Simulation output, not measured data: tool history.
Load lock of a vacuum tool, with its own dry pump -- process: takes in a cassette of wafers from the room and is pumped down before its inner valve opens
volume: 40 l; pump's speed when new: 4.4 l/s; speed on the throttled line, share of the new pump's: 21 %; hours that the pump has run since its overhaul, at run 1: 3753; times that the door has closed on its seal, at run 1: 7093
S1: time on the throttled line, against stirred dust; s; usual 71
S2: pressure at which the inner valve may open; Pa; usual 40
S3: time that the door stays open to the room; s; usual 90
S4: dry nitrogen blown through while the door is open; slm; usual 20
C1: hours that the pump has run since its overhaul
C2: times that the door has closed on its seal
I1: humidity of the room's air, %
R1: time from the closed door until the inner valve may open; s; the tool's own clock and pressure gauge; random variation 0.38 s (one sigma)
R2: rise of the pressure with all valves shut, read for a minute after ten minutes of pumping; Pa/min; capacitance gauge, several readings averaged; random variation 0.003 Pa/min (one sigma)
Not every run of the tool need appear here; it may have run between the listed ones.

Run 1, hour 0.0: usual settings; C1 3753; C2 7093; I1 44.4. Result: R1 128.8 s, R2 0.090 Pa/min.
Run 2, hour 132.3: usual settings; C1 3885; C2 7531; I1 40.9. Result: R1 128.5 s, R2 0.101 Pa/min.
Run 3, hour 228.4: usual settings; C1 3981; C2 7849; I1 44.9. Result: R1 128.4 s, R2 0.111 Pa/min.
Run 4, hour 379.9: usual settings but S4 15 slm; C1 4132; C2 8351; I1 47.6. Result: R1 128.6 s, R2 0.127 Pa/min.
Run 5, hour 444.2: usual settings but S2 31 Pa, S4 15 slm; C1 4197; C2 8564; I1 44.1. Result: R1 130.7 s, R2 0.121 Pa/min.
Run 6, hour 516.6: usual settings but S2 28 Pa; C1 4269; C2 8804; I1 44.9. Result: R1 132.1 s, R2 0.117 Pa/min.
Run 7, hour 630.9: usual settings; C1 4383; C2 9183; I1 46.1. Result: R1 128.7 s, R2 0.130 Pa/min.
Run 8, hour 712.1: usual settings; C1 4465; C2 9451; I1 45.8. Result: R1 129.3 s, R2 0.129 Pa/min.
Run 9, hour 868.7: usual settings; C1 4621; C2 9970; I1 42.3. Result: R1 129.1 s, R2 0.132 Pa/min.
Run 10, hour 992.1: usual settings; C1 4745; C2 10379; I1 45.1. Result: R1 129.2 s, R2 0.140 Pa/min.
Run 11, hour 1133.7: usual settings but S2 72 Pa, S3 80 s; C1 4886; C2 10848; I1 48.4. Result: R1 123.7 s, R2 0.148 Pa/min.
Run 12, hour 1208.9: usual settings but S3 39 s; C1 4961; C2 11097; I1 47.0. Result: R1 128.5 s, R2 0.150 Pa/min.
Run 13, hour 1333.2: usual settings but S1 112 s, S4 11 slm; C1 5086; C2 11509; I1 49.6. Result: R1 161.3 s, R2 0.176 Pa/min.
Run 14, hour 1485.0: usual settings but S1 112 s, S4 11 slm; C1 5238; C2 12012; I1 44.3. Result: R1 161.4 s, R2 0.175 Pa/min.
Run 15, hour 1641.8: usual settings but S1 112 s, S4 11 slm; C1 5394; C2 12531; I1 45.9. Result: R1 161.9 s, R2 0.185 Pa/min.
Run 16, hour 1759.6: usual settings but S2 41 Pa; C1 5512; C2 12921; I1 44.2. Result: R1 129.3 s, R2 0.178 Pa/min.
Run 17, hour 1903.2: usual settings but S1 113 s, S2 36 Pa, S4 14 slm; C1 5656; C2 13397; I1 44.2. Result: R1 162.7 s, R2 0.197 Pa/min.
Run 18, hour 2006.8: usual settings but S1 40 s, S2 43 Pa, S3 37 s, S4 17 slm; C1 5759; C2 13740; I1 47.1. Result: R1 104.6 s, R2 0.190 Pa/min.
Run 19, hour 2128.4: usual settings but S2 78 Pa, S4 29 slm; C1 5881; C2 14143; I1 44.1. Result: R1 123.0 s, R2 0.195 Pa/min.

The same runs without the tool's hidden state, with the same run-to-run variation:
The tool's hidden condition here consists of: pump's speed, % of a new pump's; leak at the door's seal, Pa l/s; drift of the gauge itself on ready_s, %; drift of the gauge itself on rise_pa_min, %.
run     R1     R2
  1  127.7  0.030
  2  127.4  0.036
  3  127.2  0.040
  4  127.5  0.053
  5  129.5  0.043
  6  130.8  0.036
  7  127.5  0.046
  8  128.0  0.040
  9  127.8  0.037
 10  127.9  0.040
 11  122.5  0.038
 12  127.1  0.036
 13  160.1  0.056
 14  160.1  0.047
 15  160.6  0.047
 16  127.8  0.037
 17  161.3  0.044
 18  102.8  0.037
 19  121.5  0.035
